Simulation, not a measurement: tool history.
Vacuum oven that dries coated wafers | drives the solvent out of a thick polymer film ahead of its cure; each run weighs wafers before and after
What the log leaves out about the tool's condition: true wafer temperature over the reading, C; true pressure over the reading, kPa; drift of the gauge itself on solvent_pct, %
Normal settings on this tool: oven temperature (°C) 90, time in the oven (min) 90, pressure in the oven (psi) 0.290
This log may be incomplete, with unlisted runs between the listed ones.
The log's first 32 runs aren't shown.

| run | hour | oven temperature (°C) | time in the oven (min) | pressure in the oven (psi) | hours of work since the thermocouples were calibrated | hours of work since the vacuum gauge was cleaned of residue | solvent left in the film (%) |
|---|---|---|---|---|---|---|---|
| 33 | 804.7 | 90 | 101 | 0.290 | 75 | 681 | 1.81 |
|  | 821.5 | oven's thermocouples calibrated, once more |
| 34 | 845.1 | 89 | 90 | 0.189 | 15 | 705 | 1.61 |
| 35 | 862.1 | 89 | 90 | 0.189 | 26 | 716 | 1.67 |
| 36 | 898.6 | 89 | 75 | 0.164 | 49 | 739 | 2.02 |
| 37 | 933.0 | 89 | 75 | 0.164 | 71 | 761 | 1.99 |
| 38 | 959.6 | 94 | 54 | 0.164 | 87 | 778 | 2.31 |
| 39 | 982.2 | 90 | 83 | 0.805 | 102 | 792 | 3.95 |
| 40 | 997.9 | 90 | 53 | 0.805 | 112 | 802 | 5.20 |
| 41 | 1014.9 | 97 | 125 | 0.619 | 122 | 813 | 1.86 |
| 42 | 1045.3 | 93 | 132 | 0.708 | 142 | 832 | 2.54 |
| 43 | 1083.6 | 95 | 50 | 0.294 | 166 | 856 | 2.73 |
| 44 | 1121.8 | 91 | 81 | 0.290 | 190 | 880 | 2.02 |
| 45 | 1141.5 | 90 | 64 | 0.187 | 203 | 893 | 2.55 |
| 46 | 1168.0 | 90 | 64 | 0.187 | 219 | 910 | 2.58 |
| 47 | 1192.0 | 90 | 64 | 0.187 | 234 | 925 | 2.61 |

Branching from run 47: 4 alternative next runs. What would each branch give?
| A | 1211.3 | 90 | 57 | 0.290 | 247 | 937 | ? |
| B | 1211.3 | 99 | 54 | 0.187 | 247 | 937 | ? |
| C | 1211.3 | 90 | 147 | 0.228 | 247 | 937 | ? |
| D | 1211.3 | 87 | 113 | 0.290 | 247 | 937 | ? |

| run | solvent left in the film (%) |
|---|---|
| A | 3.39 |
| B | 1.61 |
| C | 1.16 |
| D | 1.93 |
Take away the tool's hidden state, keep each run's random variation, and the runs would have read:
| run | solvent left in the film (%) |
|---|---|
| A | 3.20 |
| B | 1.47 |
| C | 1.02 |
| D | 1.76 |
